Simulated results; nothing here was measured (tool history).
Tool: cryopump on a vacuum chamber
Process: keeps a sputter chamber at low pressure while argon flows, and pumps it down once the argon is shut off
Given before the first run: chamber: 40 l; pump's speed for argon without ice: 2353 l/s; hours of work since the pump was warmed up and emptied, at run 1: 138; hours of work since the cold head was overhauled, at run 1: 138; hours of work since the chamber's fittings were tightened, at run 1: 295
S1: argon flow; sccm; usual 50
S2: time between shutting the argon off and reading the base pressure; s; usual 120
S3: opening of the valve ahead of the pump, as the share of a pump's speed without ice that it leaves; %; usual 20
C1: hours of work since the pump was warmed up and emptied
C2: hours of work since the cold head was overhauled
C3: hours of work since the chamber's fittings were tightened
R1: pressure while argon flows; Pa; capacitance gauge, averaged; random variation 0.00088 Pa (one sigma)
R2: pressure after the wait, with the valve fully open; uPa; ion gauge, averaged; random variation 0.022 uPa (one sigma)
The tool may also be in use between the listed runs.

Run 1, day 0.000: usual settings; C1 138; C2 138; C3 295. Result: R1 0.1812 Pa, R2 0.71 uPa.
Run 2, day 2.146: usual settings but S3 41 %; C1 164; C2 164; C3 321. Result: R1 0.0892 Pa, R2 0.69 uPa.
Run 3, day 6.396: usual settings; C1 215; C2 215; C3 373. Result: R1 0.1817 Pa, R2 0.69 uPa.
Run 4, day 10.754: usual settings but S1 79 sccm; C1 268; C2 268; C3 426. Result: R1 0.2884 Pa, R2 0.75 uPa.
Run 5, day 14.942: usual settings but S1 79 sccm; C1 319; C2 319; C3 477. Result: R1 0.2888 Pa, R2 0.82 uPa.
Run 6, day 19.012: usual settings but S1 79 sccm; C1 369; C2 369; C3 526. Result: R1 0.2895 Pa, R2 0.74 uPa.
Run 7, day 22.767: usual settings; C1 414; C2 414; C3 572. Result: R1 0.1838 Pa, R2 0.79 uPa.
Run 8, day 26.479: usual settings; C1 459; C2 459; C3 617. Result: R1 0.1846 Pa, R2 0.84 uPa.
Run 9, day 29.517: usual settings; C1 496; C2 496; C3 653. Result: R1 0.1834 Pa, R2 0.86 uPa.
Run 10, day 34.179: usual settings; C1 553; C2 553; C3 710. Result: R1 0.1832 Pa, R2 0.88 uPa.
Run 11, day 37.896: usual settings; C1 598; C2 598; C3 755. Result: R1 0.1855 Pa, R2 0.94 uPa.
Run 12, day 39.862: usual settings; C1 622; C2 622; C3 779. Result: R1 0.1847 Pa, R2 0.98 uPa.
Run 13, day 44.575: usual settings; C1 679; C2 679; C3 836. Result: R1 0.1872 Pa, R2 0.93 uPa.
Run 14, day 48.833: usual settings but S1 72 sccm; C1 730; C2 730; C3 888. Result: R1 0.2682 Pa, R2 1.00 uPa.
Run 15, day 53.471: usual settings but S3 25 %; C1 787; C2 787; C3 944. Result: R1 0.1506 Pa, R2 1.05 uPa.
Run 16, day 55.850: usual settings but S1 40 sccm, S2 169 s, S3 36 %; C1 816; C2 816; C3 973. Result: R1 0.0859 Pa, R2 0.91 uPa.
Run 17, day 58.138: usual settings but S1 66 sccm, S2 243 s, S3 18 %; C1 843; C2 843; C3 1001. Result: R1 0.2746 Pa, R2 0.85 uPa.
Run 18, day 60.388: usual settings; C1 871; C2 871; C3 1028. Result: R1 0.1891 Pa, R2 1.03 uPa.
Run 19, day 65.117: usual settings but S1 99 sccm; C1 928; C2 928; C3 1086. Result: R1 0.3743 Pa, R2 1.12 uPa.
Run 20, day 69.779: usual settings but S1 99 sccm; C1 985; C2 985; C3 1142. Result: R1 0.3765 Pa, R2 1.21 uPa.
Run 21, day 74.050: usual settings but S1 37 sccm, S2 57 s; C1 1036; C2 1036; C3 1194. Result: R1 0.1419 Pa, R2 1.57 uPa.
Run 22, day 77.825: usual settings but S1 42 sccm, S2 68 s; C1 1082; C2 1082; C3 1240. Result: R1 0.1610 Pa, R2 1.56 uPa.
At day 79.033: pump warmed up, emptied and cooled again.
Run 23, day 81.296: usual settings but S1 42 sccm, S2 30 s; C1 27; C2 1122; C3 1279. Result: R1 0.1534 Pa, R2 2.24 uPa.
Run 24, day 84.854: usual settings but S1 26 sccm, S2 144 s, S3 49 %; C1 71; C2 1165; C3 1323. Result: R1 0.0382 Pa, R2 0.98 uPa.
Run 25, day 87.621: usual settings but S1 26 sccm, S2 144 s, S3 49 %; C1 104; C2 1199; C3 1356. Result: R1 0.0391 Pa, R2 1.07 uPa.
Run 26, day 91.583: usual settings but S1 26 sccm, S2 144 s, S3 49 %; C1 152; C2 1247; C3 1404. Result: R1 0.0392 Pa, R2 1.07 uPa.
Run 27, day 95.717: usual settings but S1 74 sccm, S2 20 s, S3 49 %; C1 203; C2 1297; C3 1454. Result: R1 0.1124 Pa, R2 3.13 uPa.
Run 28, day 99.521: usual settings but S1 74 sccm, S2 20 s, S3 49 %; C1 249; C2 1343; C3 1501. Result: R1 0.1121 Pa, R2 3.19 uPa.
Run 29, day 102.275: usual settings but S3 17 %; C1 282; C2 1376; C3 1534. Result: R1 0.2138 Pa, R2 1.25 uPa.
Run 30, day 106.283: usual settings but S3 17 %; C1 331; C2 1425; C3 1583. Result: R1 0.2145 Pa, R2 1.24 uPa.

Consider 3 possible next runs. They are alternatives, not a sequence: every one starts from the tool as it was left by run 30. What does each give?
Run A, day 108.846: usual settings but S2 260 s, S3 22 %; C1 362; C2 1456; C3 1614. Result: R1 ?, R2 ?.
Run B, day 108.846: usual settings but S3 58 %; C1 362; C2 1456; C3 1614. Result: R1 ?, R2 ?.
Run C, day 108.846: usual settings but S1 48 sccm, S2 129 s, S3 30 %; C1 362; C2 1456; C3 1614. Result: R1 ?, R2 ?.

run      R1    R2
  A  0.1681  1.07
  B  0.0655  1.22
  C  0.1193  1.24
Stripped of hidden state, with their random variation kept, the same runs would have yielded:
run      R1    R2
  A  0.1641  0.32
  B  0.0615  0.49
  C  0.1154  0.50
